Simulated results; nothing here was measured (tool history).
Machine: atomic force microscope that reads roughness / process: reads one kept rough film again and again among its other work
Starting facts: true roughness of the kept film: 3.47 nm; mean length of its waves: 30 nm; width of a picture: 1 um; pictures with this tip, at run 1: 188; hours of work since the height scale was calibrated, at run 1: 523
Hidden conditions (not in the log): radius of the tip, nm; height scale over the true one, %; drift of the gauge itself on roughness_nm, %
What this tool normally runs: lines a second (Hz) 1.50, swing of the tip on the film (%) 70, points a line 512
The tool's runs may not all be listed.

run,hour,lines a second (Hz),swing of the tip on the film (%),points a line,pictures with this tip,hours of work since the height scale was calibrated,roughness of the kept film (nm (root mean square))
1,0.0,1.50,70,512,188,523,2.991
2,25.8,1.50,70,512,222,543,2.993
# hour 30.3: new tip fitted
3,36.8,1.50,70,512,8,551,2.987
4,61.0,1.50,70,512,39,569,2.964
5,73.1,1.50,70,512,55,578,2.984
6,96.3,1.50,70,258,85,596,2.953
7,115.3,1.50,70,258,109,611,2.953
8,127.1,1.50,70,512,124,620,2.979
9,149.5,1.50,69,512,153,637,2.992
10,165.2,0.62,70,512,173,649,3.096
11,189.0,0.62,70,512,204,667,3.117
# hour 207.7: new tip fitted
12,209.0,2.15,86,512,2,682,2.598
13,230.1,2.15,86,512,29,698,2.594
14,252.0,1.18,62,467,57,715,3.086
15,268.2,1.50,69,399,78,727,2.990

Here are 5 independent what-if runs from the current tool condition. What would each one return?
A,279.7,1.50,70,288,93,736,?
B,279.7,0.82,70,601,93,736,?
C,279.7,0.96,73,952,93,736,?
D,279.7,2.03,80,299,93,736,?
E,279.7,1.00,73,582,93,736,?

run,roughness of the kept film (nm (root mean square))
A,2.973
B,3.099
C,3.056
D,2.727
E,3.045
Without the tool's unlogged condition, the same runs would have read:
run,roughness of the kept film (nm (root mean square))
A,2.975
B,3.102
C,3.058
D,2.729
E,3.047
